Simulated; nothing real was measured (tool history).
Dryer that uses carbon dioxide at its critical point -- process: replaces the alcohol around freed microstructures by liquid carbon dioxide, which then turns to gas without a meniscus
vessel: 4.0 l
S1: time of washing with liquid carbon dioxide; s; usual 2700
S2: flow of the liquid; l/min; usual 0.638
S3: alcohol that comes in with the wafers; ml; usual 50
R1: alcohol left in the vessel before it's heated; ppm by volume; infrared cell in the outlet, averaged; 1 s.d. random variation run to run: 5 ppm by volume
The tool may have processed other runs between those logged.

{"run": 1, "hour": 0.0, "S1": 2700, "S2": 0.638, "S3": 50, "R1": 92}
{"run": 2, "hour": 12.0, "S1": 2700, "S2": 0.638, "S3": 39, "R1": 86}
{"run": 3, "hour": 23.9, "S1": 2700, "S2": 0.638, "S3": 39, "R1": 89}
{"run": 4, "hour": 32.3, "S1": 2700, "S2": 0.638, "S3": 39, "R1": 87}
{"run": 5, "hour": 42.8, "S1": 2700, "S2": 0.638, "S3": 50, "R1": 111}
{"run": 6, "hour": 56.5, "S1": 2700, "S2": 0.638, "S3": 50, "R1": 109}
{"run": 7, "hour": 65.5, "S1": 2700, "S2": 0.638, "S3": 50, "R1": 116}
{"hour": 78.3, "done": "inlet filter changed"}
{"run": 8, "hour": 79.9, "S1": 2700, "S2": 0.827, "S3": 50, "R1": 69}
{"run": 9, "hour": 93.4, "S1": 2700, "S2": 0.827, "S3": 50, "R1": 73}
{"run": 10, "hour": 100.3, "S1": 2700, "S2": 0.638, "S3": 50, "R1": 95}
{"run": 11, "hour": 109.7, "S1": 2700, "S2": 0.638, "S3": 50, "R1": 94}
{"run": 12, "hour": 116.6, "S1": 2700, "S2": 0.638, "S3": 50, "R1": 87}
{"run": 13, "hour": 126.0, "S1": 2700, "S2": 0.638, "S3": 50, "R1": 102}
{"run": 14, "hour": 134.4, "S1": 2700, "S2": 0.638, "S3": 50, "R1": 95}
{"run": 15, "hour": 144.7, "S1": 2700, "S2": 0.638, "S3": 50, "R1": 103}
{"run": 16, "hour": 151.5, "S1": 2700, "S2": 0.638, "S3": 50, "R1": 94}
{"run": 17, "hour": 163.4, "S1": 2700, "S2": 0.638, "S3": 39, "R1": 93}
{"run": 18, "hour": 176.3, "S1": 3720, "S2": 0.638, "S3": 50, "R1": 79}
{"run": 19, "hour": 187.5, "S1": 3900, "S2": 0.638, "S3": 50, "R1": 73}
{"run": 20, "hour": 200.8, "S1": 2700, "S2": 0.638, "S3": 106, "R1": 146}
{"run": 21, "hour": 208.9, "S1": 2700, "S2": 0.638, "S3": 106, "R1": 151}
{"run": 22, "hour": 215.6, "S1": 2700, "S2": 0.638, "S3": 50, "R1": 110}
{"run": 23, "hour": 224.8, "S1": 2400, "S2": 0.638, "S3": 50, "R1": 156}
{"run": 24, "hour": 235.1, "S1": 2400, "S2": 0.638, "S3": 50, "R1": 164}

Predict the results of run 25:
{"run": 25, "hour": 249.6, "S1": 3240, "S2": 0.384, "S3": 30, "R1": "?"}

{"run 25": {"R1": 183}}
Minus the tool's unlogged condition, the same run would have read R1 62 ppm by volume.

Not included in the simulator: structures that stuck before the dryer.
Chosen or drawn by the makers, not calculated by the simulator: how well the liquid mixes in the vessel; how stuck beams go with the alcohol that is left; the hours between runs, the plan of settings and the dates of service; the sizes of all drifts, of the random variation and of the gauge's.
